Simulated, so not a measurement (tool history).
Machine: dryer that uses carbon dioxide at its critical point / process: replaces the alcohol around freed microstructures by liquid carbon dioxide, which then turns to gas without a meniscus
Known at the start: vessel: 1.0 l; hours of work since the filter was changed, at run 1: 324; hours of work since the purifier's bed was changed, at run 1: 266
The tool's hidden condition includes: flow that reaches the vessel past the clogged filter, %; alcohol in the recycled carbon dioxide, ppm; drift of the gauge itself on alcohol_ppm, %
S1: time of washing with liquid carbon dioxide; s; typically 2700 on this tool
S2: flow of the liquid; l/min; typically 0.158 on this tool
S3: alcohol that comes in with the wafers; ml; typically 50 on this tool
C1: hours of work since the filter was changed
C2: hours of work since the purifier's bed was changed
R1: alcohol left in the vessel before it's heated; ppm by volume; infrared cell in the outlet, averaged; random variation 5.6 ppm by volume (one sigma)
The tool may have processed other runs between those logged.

run,day,S1,S2,S3,C1,C2,R1
1,0.000,2700,0.158,50,324,266,349
2,0.600,2700,0.158,92,332,274,635
3,0.921,2700,0.111,50,336,278,1358
4,1.212,2700,0.111,50,339,282,1356
5,1.704,2700,0.111,50,346,288,1387
6,2.175,2700,0.226,50,352,294,97
7,2.462,2700,0.226,50,355,297,94
8,3.008,2700,0.226,50,362,304,99
9,3.604,2700,0.158,50,370,312,379
10,4.154,2700,0.158,50,377,319,388
11,4.475,2700,0.158,50,381,323,404
12,4.829,2700,0.158,50,385,327,392
13,5.300,2700,0.158,50,391,333,401
14,5.783,3540,0.158,50,397,340,136
15,6.300,1680,0.158,50,404,346,2384
16,6.933,2700,0.158,50,412,354,432
17,7.296,2700,0.137,50,416,359,755
18,7.858,3900,0.218,40,424,366,56
19,8.221,2700,0.124,103,428,370,2210
20,8.554,2460,0.124,103,432,375,2998
21,8.975,2340,0.105,41,438,380,2364
22,9.342,2280,0.107,41,442,385,2498
23,9.733,2700,0.113,42,447,390,1293
24,10.317,3960,0.154,50,455,397,125
25,10.600,3960,0.154,50,458,401,113
26,11.046,2280,0.158,34,464,406,647
27,11.629,1980,0.206,21,471,414,303
28,11.925,1980,0.254,21,475,417,164
# day 12.283: inlet filter changed
29,12.400,3540,0.254,30,1,423,64
30,12.700,3960,0.269,29,5,427,71
31,13.221,3120,0.129,49,12,433,301
32,13.638,2580,0.129,49,17,439,629
33,14.008,2700,0.115,50,22,443,839
34,14.358,2700,0.193,85,26,448,167

4 ways to go on from here, each from the tool as it stands after run 34. What would each give?
A,14.958,2700,0.158,35,34,455,?
B,14.958,3060,0.183,47,34,455,?
C,14.958,4020,0.193,87,34,455,?
D,14.958,2700,0.117,85,34,455,?

run,R1
A,201
B,103
C,80
D,1348
Had the tool no hidden state, the same runs would have come out as:
run,R1
A,119
B,29
C,6
D,1188
